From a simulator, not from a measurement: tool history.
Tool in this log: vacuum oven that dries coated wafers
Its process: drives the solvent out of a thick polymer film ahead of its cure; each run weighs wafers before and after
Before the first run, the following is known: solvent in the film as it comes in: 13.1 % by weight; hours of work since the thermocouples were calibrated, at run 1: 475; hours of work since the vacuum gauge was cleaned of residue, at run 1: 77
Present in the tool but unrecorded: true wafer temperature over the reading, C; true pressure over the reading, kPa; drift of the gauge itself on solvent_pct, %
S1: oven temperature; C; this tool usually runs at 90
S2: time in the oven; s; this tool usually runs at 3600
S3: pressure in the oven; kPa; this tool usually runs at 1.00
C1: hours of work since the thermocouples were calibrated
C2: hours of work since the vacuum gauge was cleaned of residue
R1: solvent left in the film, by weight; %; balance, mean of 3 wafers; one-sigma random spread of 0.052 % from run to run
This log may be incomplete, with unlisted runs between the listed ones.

run,hour,S1,S2,S3,C1,C2,R1
1,0.0,90,3600,1.00,475,77,1.32
2,108.9,90,3600,1.00,542,144,1.31
3,192.2,90,3600,1.00,593,195,1.32
4,236.2,90,3600,1.00,621,223,1.30
5,327.1,93,3600,1.00,677,279,1.05
6,375.5,90,3600,1.00,706,309,1.27
7,432.0,93,3600,1.00,741,343,1.06
8,539.8,93,3600,1.00,808,410,1.08
9,594.7,93,3600,1.00,842,444,1.09
10,670.1,93,3600,1.00,888,490,1.08
11,761.5,90,3600,1.00,945,547,1.30
12,843.8,90,3600,1.00,995,597,1.36
13,933.9,90,3600,1.00,1051,653,1.23
14,1030.5,90,3600,1.00,1111,713,1.34
15,1135.1,90,3600,1.00,1175,777,1.28
16,1234.8,90,6120,1.00,1237,839,0.97
# hour 1265.8: oven's thermocouples calibrated
17,1333.4,90,6120,1.00,42,898,0.85
18,1383.0,90,3600,1.41,72,929,1.63
19,1487.4,90,3600,1.00,137,993,1.24
20,1562.1,90,3600,1.00,183,1039,1.26
21,1625.7,90,3600,1.05,222,1079,1.36
22,1721.3,90,3600,3.54,281,1138,3.55
23,1820.7,90,4980,1.00,342,1199,0.99
24,1919.0,94,4980,2.18,403,1260,1.72
25,1994.6,88,3600,2.87,450,1306,3.34
26,2068.6,88,4860,1.33,495,1352,1.48
27,2175.3,88,4860,1.33,561,1418,1.55
28,2226.4,88,4860,1.33,593,1449,1.51
29,2311.3,101,3600,1.14,645,1502,0.72
30,2362.4,87,5880,1.00,677,1533,1.07
31,2421.3,94,2040,0.61,713,1569,1.60
32,2465.7,94,2040,0.61,740,1597,1.58
33,2509.9,94,2040,0.61,767,1624,1.52
34,2605.9,89,4980,0.55,827,1683,0.67
35,2690.5,81,6240,1.34,879,1735,2.06
36,2743.2,90,5340,0.99,911,1768,1.00
37,2847.5,103,1920,1.75,976,1832,1.38
38,2937.0,93,3300,1.00,1031,1888,1.24
39,3020.2,93,2220,0.70,1082,1939,1.60
40,3070.8,90,5220,1.00,1114,1970,1.05
41,3155.4,77,3600,0.73,1166,2022,3.07
42,3235.7,94,4500,0.93,1215,2072,0.84
# hour 3253.5: vacuum gauge cleaned of residue and calibrated
43,3292.7,89,4560,0.84,1250,24,0.95
# hour 3303.5: oven's thermocouples calibrated
44,3351.8,77,3000,1.95,30,59,4.92
45,3401.3,90,3420,1.00,60,90,1.37
46,3504.6,90,2100,2.40,124,154,3.54

For each entry between runs, how does the tool's hidden state at the last listed run before it compare with that at the first listed run after it?
After run 16, before run 17: oven's thermocouples calibrated (hour 1265.8)
  true wafer temperature over the reading, C: -0.12 -> -0.02; true pressure over the reading, kPa: 0.012 -> 0.013
  difference, measured minus the result without the unlogged condition, R1: +0.01 -> +0.01 %
After run 42, before run 43: vacuum gauge cleaned of residue and calibrated (hour 3253.5)
  true pressure over the reading, kPa: 0.03 -> 0.001
  difference, measured minus the result without the unlogged condition, R1: +0.03 -> +0.01 %
After run 43, before run 44: oven's thermocouples calibrated (hour 3303.5)
  true wafer temperature over the reading, C: -0.12 -> 0
  difference, measured minus the result without the unlogged condition, R1: +0.01 -> +0.00 %
